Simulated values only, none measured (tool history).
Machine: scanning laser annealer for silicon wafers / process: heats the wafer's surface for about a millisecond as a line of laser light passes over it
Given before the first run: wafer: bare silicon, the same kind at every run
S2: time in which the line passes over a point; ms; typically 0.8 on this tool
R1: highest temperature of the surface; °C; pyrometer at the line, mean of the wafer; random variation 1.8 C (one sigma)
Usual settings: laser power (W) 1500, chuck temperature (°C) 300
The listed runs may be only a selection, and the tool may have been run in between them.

run 1 hour=0 | laser_power_(W)=1500 S2=0.8 chuck_temperature_(°C)=300 | R1=1117
run 2 hour=29.5 | laser_power_(W)=1500 S2=0.8 chuck_temperature_(°C)=300 | R1=1119
run 3 hour=59.7 | laser_power_(W)=1500 S2=0.8 chuck_temperature_(°C)=300 | R1=1116
-- hour=108.5 window over the wafer cleaned
run 4 hour=108.5 | laser_power_(W)=1500 S2=0.8 chuck_temperature_(°C)=300 | R1=1135
run 5 hour=135.8 | laser_power_(W)=1500 S2=0.8 chuck_temperature_(°C)=300 | R1=1136
run 6 hour=197.8 | laser_power_(W)=1500 S2=0.8 chuck_temperature_(°C)=300 | R1=1135
run 7 hour=250.2 | laser_power_(W)=1521 S2=0.8 chuck_temperature_(°C)=300 | R1=1144
run 8 hour=310.2 | laser_power_(W)=1521 S2=0.8 chuck_temperature_(°C)=319 | R1=1166
run 9 hour=336 | laser_power_(W)=1500 S2=0.8 chuck_temperature_(°C)=300 | R1=1130
run 10 hour=387.1 | laser_power_(W)=1500 S2=0.8 chuck_temperature_(°C)=300 | R1=1134
run 11 hour=413.8 | laser_power_(W)=1500 S2=0.8 chuck_temperature_(°C)=300 | R1=1133
run 12 hour=465.6 | laser_power_(W)=1500 S2=0.8 chuck_temperature_(°C)=300 | R1=1132
run 13 hour=509.3 | laser_power_(W)=1500 S2=0.8 chuck_temperature_(°C)=266 | R1=1099
run 14 hour=559.6 | laser_power_(W)=1500 S2=0.8 chuck_temperature_(°C)=266 | R1=1097
run 15 hour=620.6 | laser_power_(W)=1500 S2=0.825 chuck_temperature_(°C)=300 | R1=1138
run 16 hour=647.7 | laser_power_(W)=1500 S2=0.825 chuck_temperature_(°C)=300 | R1=1137
run 17 hour=699.7 | laser_power_(W)=1500 S2=0.8 chuck_temperature_(°C)=300 | R1=1124
run 18 hour=732.1 | laser_power_(W)=1500 S2=0.8 chuck_temperature_(°C)=300 | R1=1123
run 19 hour=786.4 | laser_power_(W)=1500 S2=0.8 chuck_temperature_(°C)=300 | R1=1126
run 20 hour=846.6 | laser_power_(W)=1325 S2=0.8 chuck_temperature_(°C)=300 | R1=1025
run 21 hour=872.2 | laser_power_(W)=1500 S2=0.8 chuck_temperature_(°C)=300 | R1=1124
run 22 hour=899.9 | laser_power_(W)=1500 S2=0.8 chuck_temperature_(°C)=334 | R1=1158
run 23 hour=926.4 | laser_power_(W)=1284 S2=0.936 chuck_temperature_(°C)=274 | R1=1027
run 24 hour=959.1 | laser_power_(W)=1288 S2=0.936 chuck_temperature_(°C)=320 | R1=1074
run 25 hour=1011.7 | laser_power_(W)=1532 S2=0.846 chuck_temperature_(°C)=266 | R1=1124
run 26 hour=1069.1 | laser_power_(W)=1532 S2=0.846 chuck_temperature_(°C)=338 | R1=1197
run 27 hour=1114.4 | laser_power_(W)=1492 S2=0.878 chuck_temperature_(°C)=300 | R1=1150
run 28 hour=1169.8 | laser_power_(W)=1326 S2=0.735 chuck_temperature_(°C)=311 | R1=1002
run 29 hour=1198.8 | laser_power_(W)=1375 S2=0.8 chuck_temperature_(°C)=272 | R1=1020
run 30 hour=1232.5 | laser_power_(W)=1334 S2=0.8 chuck_temperature_(°C)=272 | R1=994
run 31 hour=1291.7 | laser_power_(W)=1410 S2=0.819 chuck_temperature_(°C)=272 | R1=1045
run 32 hour=1349 | laser_power_(W)=1410 S2=0.819 chuck_temperature_(°C)=272 | R1=1045
run 33 hour=1400.4 | laser_power_(W)=1483 S2=0.798 chuck_temperature_(°C)=276 | R1=1077
run 34 hour=1451.1 | laser_power_(W)=1483 S2=0.798 chuck_temperature_(°C)=276 | R1=1080
run 35 hour=1490 | laser_power_(W)=1483 S2=0.569 chuck_temperature_(°C)=276 | R1=960
run 36 hour=1552.4 | laser_power_(W)=1483 S2=0.569 chuck_temperature_(°C)=276 | R1=961
run 37 hour=1604.7 | laser_power_(W)=1483 S2=0.569 chuck_temperature_(°C)=276 | R1=960
run 38 hour=1644.6 | laser_power_(W)=1500 S2=0.669 chuck_temperature_(°C)=300 | R1=1046
run 39 hour=1683.2 | laser_power_(W)=1403 S2=0.821 chuck_temperature_(°C)=297 | R1=1059
run 40 hour=1713.3 | laser_power_(W)=1403 S2=0.821 chuck_temperature_(°C)=297 | R1=1058
run 41 hour=1741.8 | laser_power_(W)=1403 S2=0.821 chuck_temperature_(°C)=297 | R1=1059

Forecast each of these 3 alternatives for the next run:
run A hour=1781.6 | laser_power_(W)=1329 S2=0.8 chuck_temperature_(°C)=300 | R1=?
run B hour=1781.6 | laser_power_(W)=1319 S2=0.678 chuck_temperature_(°C)=296 | R1=?
run C hour=1781.6 | laser_power_(W)=1587 S2=0.706 chuck_temperature_(°C)=300 | R1=?

run=A R1=1012
run=B R1=947
run=C R1=1106
Stripped of hidden state, with their random variation kept, the same runs would have yielded:
run=A R1=1045
run=B R1=977
run=C R1=1143
